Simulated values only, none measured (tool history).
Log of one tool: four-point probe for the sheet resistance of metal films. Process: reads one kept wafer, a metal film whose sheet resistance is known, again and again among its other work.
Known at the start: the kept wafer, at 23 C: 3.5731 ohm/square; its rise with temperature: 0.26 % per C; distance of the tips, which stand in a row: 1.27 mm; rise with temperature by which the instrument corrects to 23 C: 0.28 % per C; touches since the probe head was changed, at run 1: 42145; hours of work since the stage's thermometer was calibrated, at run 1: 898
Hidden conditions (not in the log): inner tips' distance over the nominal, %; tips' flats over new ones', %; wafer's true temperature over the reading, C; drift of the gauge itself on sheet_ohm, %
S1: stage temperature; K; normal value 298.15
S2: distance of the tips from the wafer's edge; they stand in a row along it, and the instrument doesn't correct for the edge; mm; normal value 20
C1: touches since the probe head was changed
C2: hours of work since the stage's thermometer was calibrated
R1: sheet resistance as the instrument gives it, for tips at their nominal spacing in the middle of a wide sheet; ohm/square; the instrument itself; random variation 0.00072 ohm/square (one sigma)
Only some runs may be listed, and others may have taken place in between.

run	hour	S1	S2	C1	C2	R1
1	0	298.15	20	42145	898	3.579707
2	47.7	298.15	20	43045	925	3.579166
3	121.1	293.15	20	44431	968	3.582504
4	203.9	293.15	20	45994	1016	3.582761
5	288.5	298.15	20	47592	1065	3.579098
6	368.1	298.15	20	49095	1112	3.579727
7	436.8	298.15	20	50391	1152	3.579837
8	492.4	298.15	20	51441	1184	3.578868
9	536.1	298.15	20	52267	1209	3.581601
10	620.6	298.15	20	53862	1259	3.579196
11	667.1	298.15	20	54740	1286	3.579876
12	717.5	298.15	20	55691	1315	3.579301
13	775.2	298.15	20	56781	1348	3.58021
14	814.5	298.15	20	57522	1371	3.580073
15	860.3	298.15	48	58388	1398	3.573805
16	955.7	295.15	20	60189	1453	3.582343
17	1037.4	295.15	20	61732	1501	3.580997
18	1096.7	295.15	20	62851	1535	3.582354
19	1173.7	298.15	20	64304	1580	3.580692
20	1217	298.15	20	65122	1605	3.580363
21	1283.5	298.15	20	66378	1644	3.579929
22	1363.9	294.15	20	67896	1691	3.583327
23	1407	298.15	18	68710	1716	3.582855
24	1455.2	298.15	18	69619	1744	3.582426
25	1511.7	306.15	47	70685	1777	3.569389
26	1589.3	306.15	47	72151	1822	3.569562
27	1646.8	291.15	35	73237	1855	3.579471
28	1705.7	291.15	35	74348	1890	3.578815
29	1765.9	301.15	12	75485	1925	3.591771
30	1814.9	308.15	34	76410	1953	3.569199
31	1905.5	308.15	34	78122	2006	3.568374
32	1959.8	308.15	34	79147	2037	3.570297
33	2008.8	308.15	34	80071	2066	3.569005
34	2092.1	298.15	5	81643	2114	3.692733
# hour 2133.2: stage's thermometer calibrated
35	2162	304.15	5	82954	17	3.688238
36	2211.3	292.15	42	83885	45	3.57891
37	2264	307.15	60	84879	76	3.568053
38	2323.3	303.15	27	85999	111	3.573063
39	2378.2	293.15	27	87036	142	3.579374
40	2446.2	293.15	27	88319	182	3.580458
41	2526.6	293.15	27	89839	229	3.577624
42	2601.3	292.15	67	91248	272	3.577019
43	2662.6	296.15	12	92407	308	3.595119
44	2723.4	296.15	12	93553	343	3.595638
45	2768.9	299.15	6	94413	370	3.65407
46	2821	299.15	6	95397	400	3.656026

Here are 3 independent what-if runs from the current tool condition. What would each one return?
A	2873.9	292.15	10	96395	431	?
B	2873.9	294.15	5	96395	431	?
C	2873.9	292.15	26	96395	431	?

run	R1
A	3.60817
B	3.694725
C	3.579904
Without the tool's unlogged condition, the same runs would have read:
run	R1
A	3.607633
B	3.694176
C	3.57937
